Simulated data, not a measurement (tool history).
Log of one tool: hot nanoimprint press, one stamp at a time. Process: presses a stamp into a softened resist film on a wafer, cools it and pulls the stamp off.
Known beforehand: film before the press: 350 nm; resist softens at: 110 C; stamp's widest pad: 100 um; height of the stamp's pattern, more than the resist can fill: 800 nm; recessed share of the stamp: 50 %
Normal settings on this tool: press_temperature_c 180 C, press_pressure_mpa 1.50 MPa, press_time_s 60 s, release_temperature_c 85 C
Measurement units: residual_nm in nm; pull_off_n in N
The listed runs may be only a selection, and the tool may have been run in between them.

{"run": 1, "hour": 0.0, "press_temperature_c": 180, "press_pressure_mpa": 1.5, "press_time_s": 60, "release_temperature_c": 85, "residual_nm": 144.4, "pull_off_n": 142}
{"run": 2, "hour": 10.4, "press_temperature_c": 180, "press_pressure_mpa": 1.5, "press_time_s": 60, "release_temperature_c": 85, "residual_nm": 144.5, "pull_off_n": 148}
{"run": 3, "hour": 22.3, "press_temperature_c": 180, "press_pressure_mpa": 1.5, "press_time_s": 60, "release_temperature_c": 85, "residual_nm": 143.4, "pull_off_n": 152}
{"run": 4, "hour": 33.6, "press_temperature_c": 180, "press_pressure_mpa": 1.5, "press_time_s": 60, "release_temperature_c": 78, "residual_nm": 143.9, "pull_off_n": 175}
{"run": 5, "hour": 39.2, "press_temperature_c": 180, "press_pressure_mpa": 1.5, "press_time_s": 60, "release_temperature_c": 78, "residual_nm": 142.6, "pull_off_n": 178}
{"run": 6, "hour": 51.2, "press_temperature_c": 180, "press_pressure_mpa": 1.5, "press_time_s": 60, "release_temperature_c": 78, "residual_nm": 143.4, "pull_off_n": 166}
{"run": 7, "hour": 59.4, "press_temperature_c": 179, "press_pressure_mpa": 0.96, "press_time_s": 102, "release_temperature_c": 70, "residual_nm": 154.5, "pull_off_n": 200}
{"run": 8, "hour": 67.7, "press_temperature_c": 180, "press_pressure_mpa": 1.81, "press_time_s": 60, "release_temperature_c": 83, "residual_nm": 128.5, "pull_off_n": 152}
{"run": 9, "hour": 74.7, "press_temperature_c": 176, "press_pressure_mpa": 1.33, "press_time_s": 110, "release_temperature_c": 87, "residual_nm": 149.7, "pull_off_n": 144}
{"run": 10, "hour": 86.4, "press_temperature_c": 180, "press_pressure_mpa": 0.96, "press_time_s": 60, "release_temperature_c": 77, "residual_nm": 177.8, "pull_off_n": 177}
{"run": 11, "hour": 98.3, "press_temperature_c": 180, "press_pressure_mpa": 1.5, "press_time_s": 117, "release_temperature_c": 85, "residual_nm": 110.7, "pull_off_n": 154}
{"run": 12, "hour": 106.1, "press_temperature_c": 183, "press_pressure_mpa": 2.31, "press_time_s": 60, "release_temperature_c": 85, "residual_nm": 96.5, "pull_off_n": 152}

Below, some changes in residual_nm between adjacent runs. For each, the amount present without the hidden state too (settings, incoming material, random variation) and the amount remaining for the hidden state with gauge scatter not shared by both compared results:
What the log doesn't record here: true temperature over the reading, C; pressure that arrives at the usual setting, %; grip of the stamp's worn release coat, % over a new coat's; drift of the gauge itself on residual_nm, %; drift of the gauge itself on pull_off_n, %.
Run 9 -> 10: press_temperature_c 176 -> 180, press_pressure_mpa 1.33 -> 0.96, press_time_s 110 -> 60, release_temperature_c 87 -> 77. residual_nm +28.1 nm: hidden state -0.3, all else +28.4.
Run 10 -> 11: press_pressure_mpa 0.96 -> 1.50, press_time_s 60 -> 117, release_temperature_c 77 -> 85. residual_nm -67.1 nm: hidden state +0.1, all else -67.2.

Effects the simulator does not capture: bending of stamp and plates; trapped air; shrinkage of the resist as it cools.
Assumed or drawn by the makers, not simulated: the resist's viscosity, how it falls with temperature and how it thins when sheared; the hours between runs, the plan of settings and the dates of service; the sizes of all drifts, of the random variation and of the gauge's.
